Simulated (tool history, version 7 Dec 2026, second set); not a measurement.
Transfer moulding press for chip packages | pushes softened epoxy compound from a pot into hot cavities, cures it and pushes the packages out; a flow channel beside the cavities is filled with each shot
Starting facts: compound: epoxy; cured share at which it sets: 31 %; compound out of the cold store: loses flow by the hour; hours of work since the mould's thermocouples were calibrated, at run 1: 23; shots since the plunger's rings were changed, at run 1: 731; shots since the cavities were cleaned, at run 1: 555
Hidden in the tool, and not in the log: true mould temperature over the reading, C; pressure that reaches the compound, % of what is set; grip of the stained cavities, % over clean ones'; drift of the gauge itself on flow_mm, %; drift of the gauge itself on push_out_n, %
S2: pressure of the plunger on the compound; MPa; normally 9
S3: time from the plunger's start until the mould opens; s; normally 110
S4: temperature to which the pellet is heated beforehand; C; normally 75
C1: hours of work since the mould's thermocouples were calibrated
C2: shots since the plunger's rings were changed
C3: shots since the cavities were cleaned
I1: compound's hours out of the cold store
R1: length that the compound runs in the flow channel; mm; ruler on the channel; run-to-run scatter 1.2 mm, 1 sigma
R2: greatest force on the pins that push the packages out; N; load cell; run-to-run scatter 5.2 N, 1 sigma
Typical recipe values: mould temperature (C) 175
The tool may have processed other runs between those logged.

{"run": 1, "hour": 0.0, "mould temperature (C)": 175, "S2": 9, "S3": 110, "S4": 75, "C1": 23, "C2": 731, "C3": 555, "I1": 11.9, "R1": 886, "R2": 273}
{"run": 2, "hour": 5.5, "mould temperature (C)": 175, "S2": 9, "S3": 110, "S4": 75, "C1": 25, "C2": 779, "C3": 603, "I1": 19.3, "R1": 866, "R2": 261}
{"run": 3, "hour": 16.8, "mould temperature (C)": 175, "S2": 9, "S3": 110, "S4": 75, "C1": 31, "C2": 875, "C3": 699, "I1": 10.9, "R1": 886, "R2": 295}
{"run": 4, "hour": 28.6, "mould temperature (C)": 175, "S2": 9, "S3": 98, "S4": 75, "C1": 37, "C2": 976, "C3": 800, "I1": 46.6, "R1": 802, "R2": 320}
{"run": 5, "hour": 39.0, "mould temperature (C)": 175, "S2": 9, "S3": 98, "S4": 75, "C1": 42, "C2": 1065, "C3": 889, "I1": 25.2, "R1": 852, "R2": 328}
{"run": 6, "hour": 47.0, "mould temperature (C)": 175, "S2": 9, "S3": 98, "S4": 75, "C1": 46, "C2": 1134, "C3": 958, "I1": 22.2, "R1": 855, "R2": 333}
{"hour": 50.5, "done": "cavities cleaned with cleaning compound and waxed"}
{"run": 7, "hour": 59.0, "mould temperature (C)": 175, "S2": 9, "S3": 98, "S4": 75, "C1": 51, "C2": 1224, "C3": 73, "I1": 26, "R1": 849, "R2": 193}
{"run": 8, "hour": 65.7, "mould temperature (C)": 175, "S2": 9, "S3": 98, "S4": 75, "C1": 54, "C2": 1282, "C3": 131, "I1": 41, "R1": 814, "R2": 213}
{"run": 9, "hour": 78.0, "mould temperature (C)": 175, "S2": 9, "S3": 110, "S4": 75, "C1": 60, "C2": 1387, "C3": 236, "I1": 42.4, "R1": 810, "R2": 216}
{"run": 10, "hour": 86.1, "mould temperature (C)": 175, "S2": 9, "S3": 110, "S4": 75, "C1": 64, "C2": 1456, "C3": 305, "I1": 46, "R1": 801, "R2": 218}
{"run": 11, "hour": 93.7, "mould temperature (C)": 175, "S2": 9, "S3": 110, "S4": 75, "C1": 68, "C2": 1521, "C3": 370, "I1": 25.2, "R1": 849, "R2": 241}
{"run": 12, "hour": 107.0, "mould temperature (C)": 175, "S2": 9, "S3": 110, "S4": 75, "C1": 74, "C2": 1635, "C3": 484, "I1": 37.6, "R1": 821, "R2": 259}
{"run": 13, "hour": 114.8, "mould temperature (C)": 175, "S2": 9, "S3": 110, "S4": 74, "C1": 78, "C2": 1702, "C3": 551, "I1": 41, "R1": 813, "R2": 272}
{"run": 14, "hour": 122.3, "mould temperature (C)": 175, "S2": 9, "S3": 110, "S4": 75, "C1": 82, "C2": 1766, "C3": 615, "I1": 41.9, "R1": 812, "R2": 261}
{"run": 15, "hour": 135.3, "mould temperature (C)": 175, "S2": 9, "S3": 110, "S4": 75, "C1": 88, "C2": 1878, "C3": 727, "I1": 16, "R1": 867, "R2": 295}
{"run": 16, "hour": 147.4, "mould temperature (C)": 175, "S2": 9, "S3": 110, "S4": 66, "C1": 94, "C2": 1981, "C3": 830, "I1": 9.2, "R1": 887, "R2": 288}
{"run": 17, "hour": 156.2, "mould temperature (C)": 174, "S2": 9, "S3": 110, "S4": 73, "C1": 99, "C2": 2056, "C3": 905, "I1": 39.8, "R1": 817, "R2": 302}
{"hour": 166.3, "done": "cavities cleaned with cleaning compound and waxed"}
{"run": 18, "hour": 169.8, "mould temperature (C)": 173, "S2": 9.58, "S3": 144, "S4": 75, "C1": 105, "C2": 2160, "C3": 29, "I1": 14.3, "R1": 909, "R2": 168}
{"run": 19, "hour": 178.0, "mould temperature (C)": 178, "S2": 7.24, "S3": 110, "S4": 75, "C1": 109, "C2": 2230, "C3": 99, "I1": 37.4, "R1": 723, "R2": 183}
{"run": 20, "hour": 187.9, "mould temperature (C)": 175, "S2": 9.22, "S3": 116, "S4": 75, "C1": 114, "C2": 2315, "C3": 184, "I1": 40.9, "R1": 819, "R2": 202}
{"run": 21, "hour": 200.7, "mould temperature (C)": 168, "S2": 9, "S3": 122, "S4": 75, "C1": 120, "C2": 2425, "C3": 294, "I1": 41.7, "R1": 836, "R2": 255}
{"run": 22, "hour": 211.3, "mould temperature (C)": 172, "S2": 9, "S3": 110, "S4": 75, "C1": 125, "C2": 2516, "C3": 385, "I1": 20.4, "R1": 870, "R2": 268}
{"hour": 221.5, "done": "plunger's sealing rings changed"}
{"run": 23, "hour": 223.2, "mould temperature (C)": 168, "S2": 9, "S3": 148, "S4": 75, "C1": 130, "C2": 15, "C3": 466, "I1": 36.9, "R1": 860, "R2": 255}
{"run": 24, "hour": 231.2, "mould temperature (C)": 183, "S2": 6.83, "S3": 105, "S4": 75, "C1": 134, "C2": 83, "C3": 534, "I1": 28.8, "R1": 714, "R2": 252}
{"run": 25, "hour": 237.5, "mould temperature (C)": 183, "S2": 6.83, "S3": 105, "S4": 75, "C1": 137, "C2": 137, "C3": 588, "I1": 43.8, "R1": 688, "R2": 248}
{"run": 26, "hour": 246.0, "mould temperature (C)": 183, "S2": 6.83, "S3": 105, "S4": 75, "C1": 141, "C2": 210, "C3": 661, "I1": 10.3, "R1": 752, "R2": 271}
{"run": 27, "hour": 259.1, "mould temperature (C)": 178, "S2": 8.83, "S3": 139, "S4": 77, "C1": 147, "C2": 323, "C3": 774, "I1": 34.1, "R1": 814, "R2": 273}
{"run": 28, "hour": 269.8, "mould temperature (C)": 181, "S2": 10.89, "S3": 142, "S4": 65, "C1": 153, "C2": 414, "C3": 865, "I1": 39.4, "R1": 881, "R2": 281}
{"run": 29, "hour": 277.7, "mould temperature (C)": 181, "S2": 10.8, "S3": 112, "S4": 65, "C1": 156, "C2": 481, "C3": 932, "I1": 9.7, "R1": 952, "R2": 293}

Across each entry between runs, compare the hidden state at the last listed run before it with the hidden state at the first listed run after it:
Between runs 6 and 7: cavities cleaned with cleaning compound and waxed (hour 50.5)
  true mould temperature over the reading, C: 0.11 -> 0.1; pressure that reaches the compound, % of what is set: 98.08 -> 97.97; grip of the stained cavities, % over clean ones': 89.2 -> 13.7
  measured less the result without the state, R1: -9 -> -9 mm; R2: +160 -> +22 N
Between runs 17 and 18: cavities cleaned with cleaning compound and waxed (hour 166.3)
  true mould temperature over the reading, C: 0.04 -> 0.03; pressure that reaches the compound, % of what is set: 96.92 -> 96.79; grip of the stained cavities, % over clean ones': 84.6 -> 5.8
  measured less the result without the state, R1: -13 -> -15 mm; R2: +137 -> +9 N
Between runs 22 and 23: plunger's sealing rings changed (hour 221.5)
  pressure that reaches the compound, % of what is set: 96.36 -> 99.68; grip of the stained cavities, % over clean ones': 48 -> 55.3
  measured less the result without the state, R1: -16 -> -2 mm; R2: +87 -> +89 N

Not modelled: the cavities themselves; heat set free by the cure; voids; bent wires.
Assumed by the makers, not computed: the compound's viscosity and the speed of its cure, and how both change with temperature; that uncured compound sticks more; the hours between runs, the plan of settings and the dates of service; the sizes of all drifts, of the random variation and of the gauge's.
